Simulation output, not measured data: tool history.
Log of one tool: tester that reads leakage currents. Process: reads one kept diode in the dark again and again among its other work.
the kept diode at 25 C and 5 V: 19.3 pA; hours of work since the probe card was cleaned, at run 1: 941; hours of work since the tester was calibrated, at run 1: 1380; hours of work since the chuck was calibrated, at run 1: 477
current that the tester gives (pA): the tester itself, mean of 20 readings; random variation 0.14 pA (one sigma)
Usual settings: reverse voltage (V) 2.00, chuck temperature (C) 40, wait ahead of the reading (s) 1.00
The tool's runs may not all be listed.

run   hour  reverse voltage (V)  chuck temperature (C)  wait ahead of the reading (s)  hours of work since the probe card was cleaned  hours of work since the tester was calibrated  hours of work since the chuck was calibrated  current that the tester gives (pA)
  1    0.0                 2.00                     40                           1.00                                             941                                           1380                                           477                               43.87
  2   35.1                 2.00                     40                           1.00                                             969                                           1407                                           504                               43.84
  3   66.1                 2.00                     40                           1.00                                             993                                           1431                                           528                               43.93
  4  100.2                 2.00                     40                           1.00                                            1020                                           1458                                           555                               44.05
  5  142.5                 2.00                     40                           0.62                                            1053                                           1491                                           588                               44.19
  6  177.4                 2.00                     40                           1.00                                            1080                                           1519                                           616                               43.81
  7  213.5                 2.00                     34                           1.00                                            1108                                           1547                                           644                               26.94
  8  243.4                 9.01                     34                           1.00                                            1132                                           1570                                           667                               59.65
  9  285.0                 2.00                     40                           1.22                                            1164                                           1603                                           700                               43.78
 10  324.1                 1.95                     39                           0.30                                            1195                                           1633                                           730                               40.91
 11  344.0                 4.14                     47                           1.51                                            1210                                           1649                                           746                              110.56
 12  379.5                16.65                     40                           1.00                                            1238                                           1677                                           774                              132.75
 13  403.3                11.07                     31                           1.28                                            1257                                           1695                                           792                               51.41
 14  428.3                 2.00                     40                           8.31                                            1276                                           1715                                           812                               43.58
     437.5  -- chuck's temperature calibrated
 15  470.7                 4.40                     39                           1.04                                            1308                                           1747                                            26                               60.78
 16  496.4                 4.40                     39                           9.86                                            1328                                           1767                                            46                               59.86
 17  521.8                 4.40                     39                           9.86                                            1348                                           1786                                            66                               59.72

3 ways to go on from here, each from the tool as it stands after run 17. What would each give?
  A  562.8                 9.28                     60                           3.81                                            1380                                           1819                                            98                                   ?
  B  562.8                 9.28                     39                           0.48                                            1380                                           1819                                            98                                   ?
  C  562.8                 2.00                     30                           2.04                                            1380                                           1819                                            98                                   ?

run  current that the tester gives (pA)
  A                              436.71
  B                               92.78
  C                               19.10
Without the tool's hidden state the same runs would have given:
run  current that the tester gives (pA)
  A                              436.58
  B                               92.70
  C                               19.08
